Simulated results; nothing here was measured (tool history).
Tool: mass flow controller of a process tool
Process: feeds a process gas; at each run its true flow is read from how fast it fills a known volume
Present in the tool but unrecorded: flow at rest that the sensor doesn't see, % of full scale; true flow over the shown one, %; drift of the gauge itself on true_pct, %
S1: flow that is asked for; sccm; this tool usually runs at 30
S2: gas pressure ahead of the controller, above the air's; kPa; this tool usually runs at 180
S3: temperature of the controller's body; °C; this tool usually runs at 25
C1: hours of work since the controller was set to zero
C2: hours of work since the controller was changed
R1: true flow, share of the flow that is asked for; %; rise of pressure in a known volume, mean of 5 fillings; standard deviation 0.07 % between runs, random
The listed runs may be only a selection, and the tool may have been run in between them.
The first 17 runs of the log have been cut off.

run 18 hour=3368.8 | S1=30 S2=180 S3=25 | C1=1786 C2=1786 | R1=99.02
run 19 hour=3616.2 | S1=30 S2=180 S3=25 | C1=1886 C2=1886 | R1=99.02
run 20 hour=3752.3 | S1=30 S2=180 S3=25 | C1=1941 C2=1941 | R1=98.87
run 21 hour=3878.9 | S1=30 S2=180 S3=25 | C1=1992 C2=1992 | R1=99.11
run 22 hour=4049.9 | S1=30 S2=180 S3=25 | C1=2061 C2=2061 | R1=99.04
run 23 hour=4269.8 | S1=30 S2=180 S3=25 | C1=2150 C2=2150 | R1=98.84
run 24 hour=4496.8 | S1=30 S2=180 S3=25 | C1=2242 C2=2242 | R1=99.05
run 25 hour=4658.6 | S1=30 S2=180 S3=25 | C1=2307 C2=2307 | R1=99.02

The next listed run, before its measurement:
run 26 hour=4888.3 | S1=12 S2=180 S3=25 | C1=2400 C2=2400 | R1=?

R1: 98.78 %
If the tool had no hidden condition, the same run with the same run-to-run variation would have returned R1 98.78 %.
